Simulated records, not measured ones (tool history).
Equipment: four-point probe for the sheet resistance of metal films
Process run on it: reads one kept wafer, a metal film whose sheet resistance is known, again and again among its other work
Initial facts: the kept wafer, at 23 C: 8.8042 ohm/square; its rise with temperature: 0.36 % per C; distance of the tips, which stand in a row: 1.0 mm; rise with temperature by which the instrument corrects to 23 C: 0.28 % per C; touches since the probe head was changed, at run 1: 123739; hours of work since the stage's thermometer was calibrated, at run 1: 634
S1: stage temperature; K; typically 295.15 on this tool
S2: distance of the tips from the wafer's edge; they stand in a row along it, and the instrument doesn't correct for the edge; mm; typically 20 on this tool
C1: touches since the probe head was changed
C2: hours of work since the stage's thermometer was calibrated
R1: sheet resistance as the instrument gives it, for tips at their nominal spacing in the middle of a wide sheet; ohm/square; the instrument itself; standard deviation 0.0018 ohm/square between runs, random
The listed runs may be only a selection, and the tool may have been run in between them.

run	hour	S1	S2	C1	C2	R1
1	0.0	295.15	20	123739	634	8.810464
2	20.4	295.15	20	124541	645	8.812534
3	34.3	295.15	4	125090	652	9.085681
4	54.0	302.15	20	125865	662	8.860457
5	78.1	307.15	20	126813	674	8.897329
6	95.7	307.15	19	127505	683	8.898238
7	115.9	307.15	19	128299	693	8.895350
8	129.1	295.15	3	128816	700	9.291038
9	146.7	295.15	3	129512	709	9.296544
10	161.7	295.15	20	130102	716	8.807114
11	191.5	295.15	20	131274	731	8.808112
12	221.2	295.15	20	132442	746	8.808388
13	246.5	295.15	20	133436	759	8.810233
14	274.2	295.15	20	134528	773	8.810179
15	292.3	295.15	20	135239	782	8.811304
16	314.9	295.15	20	136128	794	8.808659
17	345.3	295.15	66	137325	809	8.800447
18	371.0	295.15	66	138334	822	8.799558
19	397.1	295.15	66	139362	835	8.802274
20	423.2	295.15	66	140388	849	8.800479
21	448.6	295.15	66	141387	862	8.800259
22	467.7	295.15	66	142140	871	8.803485
23	482.3	304.15	11	142715	879	8.904439
24	504.3	304.15	11	143580	890	8.904214

The next listed run, before its measurement:
25	524.3	297.15	5	144364	900	?

R1: 8.997775 ohm/square
Had the tool carried no hidden state, the very same run would have given R1 8.996127 ohm/square.
